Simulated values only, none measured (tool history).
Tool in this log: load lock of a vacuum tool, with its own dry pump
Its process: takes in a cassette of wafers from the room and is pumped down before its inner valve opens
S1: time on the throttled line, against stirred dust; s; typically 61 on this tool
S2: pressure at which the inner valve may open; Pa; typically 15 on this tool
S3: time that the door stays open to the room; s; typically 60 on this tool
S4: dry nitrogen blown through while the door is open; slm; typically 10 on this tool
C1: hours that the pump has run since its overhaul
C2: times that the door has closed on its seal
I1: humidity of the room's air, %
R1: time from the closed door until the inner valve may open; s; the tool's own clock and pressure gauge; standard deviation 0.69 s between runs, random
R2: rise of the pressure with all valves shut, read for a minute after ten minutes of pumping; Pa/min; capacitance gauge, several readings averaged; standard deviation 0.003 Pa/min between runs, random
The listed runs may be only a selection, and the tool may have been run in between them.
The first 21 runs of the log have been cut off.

run 22 hour=1576.9 | S1=61 S2=11 S3=49 S4=5 | C1=2089 C2=7538 | I1=45.7 | R1=105.7 R2=0.049
run 23 hour=1644.3 | S1=88 S2=14 S3=27 S4=26 | C1=2156 C2=7730 | I1=43.7 | R1=125.9 R2=0.026
run 24 hour=1741.8 | S1=57 S2=19 S3=49 S4=20 | C1=2254 C2=8008 | I1=45.3 | R1=99.1 R2=0.038
run 25 hour=1793.8 | S1=61 S2=13 S3=60 S4=10 | C1=2306 C2=8156 | I1=44.8 | R1=106.1 R2=0.042
run 26 hour=1873.9 | S1=61 S2=13 S3=60 S4=10 | C1=2386 C2=8384 | I1=45.7 | R1=104.3 R2=0.047
run 27 hour=1963.5 | S1=61 S2=13 S3=60 S4=10 | C1=2475 C2=8639 | I1=46.7 | R1=104.7 R2=0.047
run 28 hour=2057.9 | S1=61 S2=13 S3=60 S4=10 | C1=2570 C2=8908 | I1=45.9 | R1=103.6 R2=0.044
run 29 hour=2140.2 | S1=65 S2=13 S3=55 S4=6 | C1=2652 C2=9143 | I1=46.4 | R1=108.8 R2=0.049
run 30 hour=2226.5 | S1=95 S2=25 S3=140 S4=26 | C1=2739 C2=9389 | I1=46.4 | R1=128.6 R2=0.042
run 31 hour=2284.6 | S1=95 S2=23 S3=140 S4=26 | C1=2797 C2=9554 | I1=46.2 | R1=128.3 R2=0.044
run 32 hour=2351.7 | S1=95 S2=23 S3=140 S4=26 | C1=2864 C2=9746 | I1=41.9 | R1=129.6 R2=0.036
run 33 hour=2445.7 | S1=95 S2=23 S3=140 S4=26 | C1=2958 C2=10014 | I1=47.2 | R1=129.2 R2=0.041
run 34 hour=2534.2 | S1=74 S2=15 S3=143 S4=5 | C1=3046 C2=10266 | I1=43.6 | R1=113.8 R2=0.065
run 35 hour=2598.3 | S1=70 S2=24 S3=70 S4=5 | C1=3110 C2=10448 | I1=46.4 | R1=109.4 R2=0.054
run 36 hour=2650.3 | S1=70 S2=24 S3=70 S4=5 | C1=3162 C2=10597 | I1=44.7 | R1=109.2 R2=0.052
run 37 hour=2734.9 | S1=30 S2=15 S3=92 S4=36 | C1=3247 C2=10838 | I1=43.8 | R1=77.7 R2=0.029

What if the next run were any one of these 3? Each begins from the tool's condition after run 37:
run A hour=2780.6 | S1=30 S2=12 S3=73 S4=7 | C1=3293 C2=10968 | I1=45.0 | R1=? R2=?
run B hour=2780.6 | S1=30 S2=15 S3=48 S4=36 | C1=3293 C2=10968 | I1=44.6 | R1=? R2=?
run C hour=2780.6 | S1=40 S2=23 S3=60 S4=16 | C1=3293 C2=10968 | I1=44.4 | R1=? R2=?

run=A R1=79.0 R2=0.054
run=B R1=76.8 R2=0.027
run=C R1=83.6 R2=0.039
Without the tool's unlogged condition, the same runs would have read:
run=A R1=79.0 R2=0.053
run=B R1=76.7 R2=0.026
run=C R1=83.5 R2=0.039

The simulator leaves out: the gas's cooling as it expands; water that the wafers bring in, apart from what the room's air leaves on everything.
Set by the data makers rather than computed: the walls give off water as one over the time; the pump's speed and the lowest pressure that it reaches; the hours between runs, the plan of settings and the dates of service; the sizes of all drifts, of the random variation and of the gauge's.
